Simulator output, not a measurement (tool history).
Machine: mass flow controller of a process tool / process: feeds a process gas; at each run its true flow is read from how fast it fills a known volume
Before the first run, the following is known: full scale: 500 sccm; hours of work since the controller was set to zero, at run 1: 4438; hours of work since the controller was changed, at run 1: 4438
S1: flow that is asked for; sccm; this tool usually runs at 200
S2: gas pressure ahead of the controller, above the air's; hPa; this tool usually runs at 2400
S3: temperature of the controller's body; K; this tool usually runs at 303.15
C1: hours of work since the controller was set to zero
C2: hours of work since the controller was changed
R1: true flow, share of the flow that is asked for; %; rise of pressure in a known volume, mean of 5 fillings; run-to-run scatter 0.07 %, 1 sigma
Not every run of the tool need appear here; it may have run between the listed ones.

run 1 hour=0.0 | S1=200 S2=2400 S3=303.15 | C1=4438 C2=4438 | R1=101.33
run 2 hour=217.1 | S1=200 S2=2320 S3=303.15 | C1=4554 C2=4554 | R1=101.47
run 3 hour=338.6 | S1=200 S2=2320 S3=303.15 | C1=4619 C2=4619 | R1=101.45
run 4 hour=480.6 | S1=200 S2=2400 S3=303.15 | C1=4696 C2=4696 | R1=101.45
run 5 hour=697.3 | S1=200 S2=2400 S3=305.15 | C1=4812 C2=4812 | R1=101.43
run 6 hour=792.8 | S1=200 S2=2400 S3=305.15 | C1=4863 C2=4863 | R1=101.32
run 7 hour=982.4 | S1=200 S2=2400 S3=305.15 | C1=4965 C2=4965 | R1=101.39
run 8 hour=1095.2 | S1=200 S2=2400 S3=305.15 | C1=5026 C2=5026 | R1=101.46
run 9 hour=1273.6 | S1=200 S2=2400 S3=303.15 | C1=5122 C2=5122 | R1=101.84
run 10 hour=1472.2 | S1=200 S2=2400 S3=303.15 | C1=5228 C2=5228 | R1=101.81
run 11 hour=1609.7 | S1=76 S2=2400 S3=303.15 | C1=5302 C2=5302 | R1=103.71
run 12 hour=1829.4 | S1=76 S2=2400 S3=309.15 | C1=5420 C2=5420 | R1=103.09
run 13 hour=1990.6 | S1=200 S2=2210 S3=303.15 | C1=5507 C2=5507 | R1=102.11
run 14 hour=2104.8 | S1=200 S2=2210 S3=312.15 | C1=5568 C2=5568 | R1=101.08
run 15 hour=2227.0 | S1=77 S2=2210 S3=312.15 | C1=5634 C2=5634 | R1=102.94

What does the tool deliver on the next run?
run 16 hour=2357.5 | S1=127 S2=2160 S3=306.15 | C1=5704 C2=5704 | R1=?

{"run 16": {"R1": 102.31}}
Were there no unlogged condition in the tool, this run, its random variation unchanged, would have produced R1 97.38 %.
